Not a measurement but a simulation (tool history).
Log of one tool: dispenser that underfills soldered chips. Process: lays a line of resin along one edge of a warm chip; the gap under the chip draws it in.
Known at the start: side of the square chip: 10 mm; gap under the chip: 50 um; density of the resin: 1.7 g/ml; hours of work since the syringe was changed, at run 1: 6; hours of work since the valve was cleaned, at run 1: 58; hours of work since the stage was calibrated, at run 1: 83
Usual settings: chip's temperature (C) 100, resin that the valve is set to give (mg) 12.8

run  hour  chip's temperature (C)  resin that the valve is set to give (mg)  hours of work since the syringe was changed  hours of work since the valve was cleaned  hours of work since the stage was calibrated  time until the resin shows at the far edge (s)  resin that the valve gave (mg)
  1   0.0                     100                                      12.8                                            6                                         58                                            83                                           175.8                           12.11
      1.7  -- new syringe of resin
  2   2.8                     100                                      12.8                                            1                                         60                                            84                                           153.3                           12.14
  3   7.1                     100                                      12.8                                            4                                         63                                            87                                           165.3                           12.15
  4  10.5                     100                                      12.8                                            6                                         65                                            90                                           182.0                           12.14
     11.6  -- new syringe of resin
  5  13.3                     100                                      12.8                                            1                                         66                                            91                                           159.9                           12.12
  6  17.4                     100                                      12.8                                            4                                         69                                            94                                           171.7                           12.06
  7  19.7                     100                                      12.8                                            5                                         71                                            96                                           183.9                           12.02
     21.7  -- new syringe of resin
  8  23.6                     113                                      11.5                                            1                                         73                                            98                                            93.1                           10.73
  9  26.2                     105                                      14.2                                            3                                         75                                           100                                           130.3                           13.33
 10  30.8                     115                                      12.9                                            6                                         78                                           103                                            96.3                           11.94
     31.7  -- new syringe of resin
 11  34.3                      99                                      16.2                                            2                                         80                                           105                                           162.6                           15.01
 12  38.8                      94                                      11.4                                            5                                         83                                           108                                           240.7                           10.52
 13  40.8                      94                                      11.4                                            6                                         84                                           109                                           253.0                           10.58

Hidden state or all else? Some run-to-run changes of time until the resin shows at the far edge (s), split into what the settings, what came in and random variation would give without the hidden state, and what is left for the hidden state (with any gauge scatter that isn't in both results):
The hidden state here: resin's viscosity, % of fresh resin's; dose that the valve gives, % of what is set; true chip temperature over the reading, C; drift of the gauge itself on fill_s, %; drift of the gauge itself on given_mg, %.
Run 7 -> 8: chip's temperature (C) 100 -> 113, resin that the valve is set to give (mg) 12.8 -> 11.5, new syringe of resin. time until the resin shows at the far edge (s) -90.8: hidden state -26.0, all else -64.8.
Run 11 -> 12: chip's temperature (C) 99 -> 94, resin that the valve is set to give (mg) 16.2 -> 11.4. time until the resin shows at the far edge (s) +78.1: hidden state +30.2, all else +47.9.

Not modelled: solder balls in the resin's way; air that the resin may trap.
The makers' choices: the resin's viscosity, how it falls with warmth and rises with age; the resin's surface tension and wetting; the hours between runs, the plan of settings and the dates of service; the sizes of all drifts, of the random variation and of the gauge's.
